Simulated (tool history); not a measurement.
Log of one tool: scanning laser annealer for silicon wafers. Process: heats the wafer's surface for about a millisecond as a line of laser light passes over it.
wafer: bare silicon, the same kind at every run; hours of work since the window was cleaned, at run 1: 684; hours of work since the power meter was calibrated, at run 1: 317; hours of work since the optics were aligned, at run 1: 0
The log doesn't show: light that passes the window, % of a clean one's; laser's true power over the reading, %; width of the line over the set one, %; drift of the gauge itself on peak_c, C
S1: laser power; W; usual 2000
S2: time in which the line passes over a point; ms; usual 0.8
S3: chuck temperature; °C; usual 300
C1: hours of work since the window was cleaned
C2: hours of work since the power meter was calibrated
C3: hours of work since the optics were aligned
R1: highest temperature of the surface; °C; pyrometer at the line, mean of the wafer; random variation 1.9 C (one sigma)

Run 1, hour 0: usual settings; C1 684; C2 317; C3 0. Result: R1 1094 °C.
Run 2, hour 31.7: usual settings but S3 285 °C; C1 707; C2 340; C3 23. Result: R1 1079 °C.
Run 3, hour 72.1: usual settings; C1 737; C2 370; C3 53. Result: R1 1089 °C.
Run 4, hour 118.2: usual settings; C1 771; C2 404; C3 87. Result: R1 1091 °C.
Run 5, hour 154.6: usual settings; C1 798; C2 430; C3 114. Result: R1 1088 °C.
Run 6, hour 195.8: usual settings but S2 0.986 ms; C1 828; C2 461; C3 144. Result: R1 1183 °C.
Run 7, hour 228.3: usual settings but S2 0.986 ms; C1 852; C2 485; C3 168. Result: R1 1184 °C.
Run 8, hour 259.3: usual settings; C1 875; C2 508; C3 191. Result: R1 1089 °C.
Run 9, hour 307.5: usual settings; C1 910; C2 543; C3 226. Result: R1 1087 °C.
Run 10, hour 359.6: usual settings; C1 949; C2 581; C3 265. Result: R1 1086 °C.
At hour 366.1: window over the wafer cleaned.
Run 11, hour 382.8: usual settings but S3 296 °C; C1 12; C2 597; C3 280. Result: R1 1102 °C.
Run 12, hour 421.1: usual settings but S1 1736 W, S3 296 °C; C1 40; C2 625; C3 308. Result: R1 988 °C.
Run 13, hour 464.6: usual settings but S1 1736 W, S2 0.696 ms, S3 296 °C; C1 72; C2 657; C3 340. Result: R1 937 °C.
Run 14, hour 504.8: usual settings but S1 1736 W, S2 0.725 ms, S3 296 °C; C1 102; C2 687; C3 370. Result: R1 950 °C.
Run 15, hour 553.5: usual settings but S1 2191 W, S2 0.905 ms, S3 289 °C; C1 138; C2 722; C3 406. Result: R1 1230 °C.
Run 16, hour 599.4: usual settings but S1 2191 W, S2 0.905 ms, S3 289 °C; C1 172; C2 756; C3 440. Result: R1 1232 °C.
Run 17, hour 649.6: usual settings but S1 1804 W; C1 209; C2 793; C3 477. Result: R1 1017 °C.
Run 18, hour 678.8: usual settings but S1 1804 W; C1 230; C2 815; C3 498. Result: R1 1015 °C.
Run 19, hour 708: usual settings but S1 1815 W, S2 0.572 ms, S3 329 °C; C1 252; C2 836; C3 520. Result: R1 928 °C.
Run 20, hour 758.7: usual settings but S1 1815 W, S2 0.572 ms, S3 307 °C; C1 289; C2 874; C3 557. Result: R1 906 °C.
Run 21, hour 804.8: usual settings but S1 1838 W, S2 0.572 ms, S3 301 °C; C1 323; C2 907; C3 591. Result: R1 911 °C.
Run 22, hour 842.8: usual settings but S1 1838 W, S2 0.572 ms, S3 301 °C; C1 351; C2 935; C3 619. Result: R1 908 °C.
Run 23, hour 868.9: usual settings but S1 1751 W, S2 0.803 ms, S3 339 °C; C1 370; C2 955; C3 638. Result: R1 1026 °C.
Run 24, hour 906.9: usual settings but S1 1795 W, S2 0.613 ms, S3 285 °C; C1 398; C2 983; C3 666. Result: R1 894 °C.
Run 25, hour 951.6: usual settings but S1 1854 W, S2 0.613 ms, S3 280 °C; C1 431; C2 1015; C3 699. Result: R1 912 °C.
Run 26, hour 980.7: usual settings but S2 0.947 ms; C1 452; C2 1037; C3 720. Result: R1 1168 °C.
Run 27, hour 1009.6: usual settings but S2 0.947 ms; C1 474; C2 1058; C3 742. Result: R1 1171 °C.
Run 28, hour 1037.1: usual settings but S2 0.947 ms; C1 494; C2 1078; C3 762. Result: R1 1169 °C.

Forecast each of these 5 alternatives for the next run:
Run A, hour 1085.1: usual settings but S2 0.879 ms, S3 329 °C; C1 529; C2 1114; C3 797. Result: R1 ?.
Run B, hour 1085.1: usual settings but S1 1779 W, S2 0.605 ms; C1 529; C2 1114; C3 797. Result: R1 ?.
Run C, hour 1085.1: usual settings but S1 2080 W, S2 0.84 ms, S3 278 °C; C1 529; C2 1114; C3 797. Result: R1 ?.
Run D, hour 1085.1: usual settings but S1 2006 W, S2 0.616 ms, S3 269 °C; C1 529; C2 1114; C3 797. Result: R1 ?.
Run E, hour 1085.1: usual settings but S2 0.947 ms, S3 297 °C; C1 529; C2 1114; C3 797. Result: R1 ?.

run    R1
  A  1164
  B   897
  C  1122
  D   954
  E  1164
Without the tool's hidden state the same runs would have given:
run    R1
  A  1184
  B   912
  C  1144
  D   971
  E  1185
